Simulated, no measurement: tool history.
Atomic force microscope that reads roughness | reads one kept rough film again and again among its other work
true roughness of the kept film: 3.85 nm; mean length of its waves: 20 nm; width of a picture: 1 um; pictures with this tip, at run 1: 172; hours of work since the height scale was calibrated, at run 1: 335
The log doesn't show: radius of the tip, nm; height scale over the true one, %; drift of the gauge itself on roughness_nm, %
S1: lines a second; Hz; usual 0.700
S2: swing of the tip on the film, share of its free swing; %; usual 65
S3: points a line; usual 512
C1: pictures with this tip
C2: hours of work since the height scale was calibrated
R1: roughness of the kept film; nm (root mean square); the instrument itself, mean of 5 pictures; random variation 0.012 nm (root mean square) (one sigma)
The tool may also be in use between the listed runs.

| run | hour | S1 | S2 | S3 | C1 | C2 | R1 |
|---|---|---|---|---|---|---|---|
| 1 | 0.0 | 0.700 | 65 | 512 | 172 | 335 | 1.900 |
| 2 | 28.3 | 0.700 | 65 | 512 | 218 | 356 | 1.768 |
| 3 | 52.9 | 0.700 | 65 | 512 | 257 | 375 | 1.643 |
| 4 | 75.8 | 0.700 | 65 | 335 | 294 | 392 | 1.533 |
| 5 | 99.4 | 2.234 | 65 | 512 | 332 | 410 | 1.421 |
| 6 | 115.5 | 2.234 | 65 | 512 | 358 | 422 | 1.367 |
|  | 130.2 | new tip fitted |
| 7 | 144.6 | 0.700 | 88 | 512 | 23 | 443 | 2.410 |
| 8 | 170.8 | 0.700 | 88 | 512 | 65 | 463 | 2.195 |
| 9 | 195.1 | 0.700 | 70 | 512 | 104 | 481 | 2.100 |
| 10 | 225.3 | 0.700 | 67 | 512 | 153 | 504 | 1.958 |
| 11 | 244.9 | 0.700 | 67 | 512 | 184 | 519 | 1.832 |
| 12 | 264.4 | 0.700 | 67 | 512 | 216 | 533 | 1.755 |
| 13 | 283.0 | 0.700 | 65 | 512 | 245 | 547 | 1.675 |
| 14 | 308.8 | 0.768 | 65 | 512 | 287 | 567 | 1.573 |
| 15 | 330.8 | 0.715 | 65 | 512 | 322 | 583 | 1.501 |
| 16 | 352.5 | 0.700 | 65 | 512 | 357 | 599 | 1.425 |
|  | 368.3 | new tip fitted |
| 17 | 372.8 | 0.700 | 65 | 512 | 7 | 614 | 2.638 |
| 18 | 392.6 | 0.700 | 65 | 512 | 39 | 629 | 2.448 |
| 19 | 409.9 | 0.814 | 65 | 512 | 67 | 642 | 2.289 |
| 20 | 435.2 | 0.814 | 65 | 512 | 107 | 661 | 2.092 |
| 21 | 457.4 | 1.091 | 67 | 512 | 143 | 678 | 1.956 |
|  | 461.1 | height scale calibrated on a step standard |
| 22 | 481.9 | 2.718 | 79 | 258 | 181 | 16 | 1.582 |
| 23 | 495.1 | 2.718 | 79 | 258 | 202 | 26 | 1.523 |
| 24 | 519.5 | 0.747 | 62 | 687 | 241 | 44 | 1.688 |
| 25 | 544.6 | 0.747 | 62 | 687 | 282 | 63 | 1.600 |
| 26 | 569.2 | 0.747 | 62 | 687 | 321 | 81 | 1.503 |
| 27 | 596.8 | 0.747 | 62 | 687 | 366 | 102 | 1.419 |
|  | 606.3 | new tip fitted |
|  | 609.1 | height scale calibrated on a step standard, once more |
| 28 | 612.1 | 0.524 | 72 | 512 | 8 | 2 | 2.626 |
| 29 | 640.4 | 0.524 | 70 | 512 | 53 | 24 | 2.369 |
| 30 | 663.4 | 0.524 | 70 | 512 | 90 | 41 | 2.182 |
| 31 | 689.4 | 0.517 | 64 | 512 | 132 | 60 | 2.034 |
| 32 | 718.9 | 3.583 | 64 | 296 | 180 | 82 | 1.699 |
| 33 | 748.5 | 3.583 | 64 | 296 | 227 | 105 | 1.579 |
| 34 | 770.3 | 3.782 | 62 | 622 | 262 | 121 | 1.547 |
| 35 | 785.4 | 1.148 | 75 | 954 | 286 | 132 | 1.527 |
| 36 | 810.7 | 1.148 | 75 | 954 | 327 | 151 | 1.441 |
| 37 | 825.6 | 1.148 | 78 | 954 | 351 | 163 | 1.394 |

3 ways to go on from here, each from the tool as it stands after run 37. What would each give?
|  | 845.1 | new tip fitted |
| A | 852.3 | 3.588 | 78 | 954 | 11 | 182 | ? |
|  | 845.1 | new tip fitted |
| B | 852.3 | 0.949 | 81 | 618 | 11 | 182 | ? |
|  | 845.1 | new tip fitted |
| C | 852.3 | 1.201 | 83 | 452 | 11 | 182 | ? |

| run | R1 |
|---|---|
| A | 2.214 |
| B | 2.500 |
| C | 2.407 |
Without the tool's hidden state the same runs would have given:
| run | R1 |
|---|---|
| A | 2.323 |
| B | 2.624 |
| C | 2.526 |
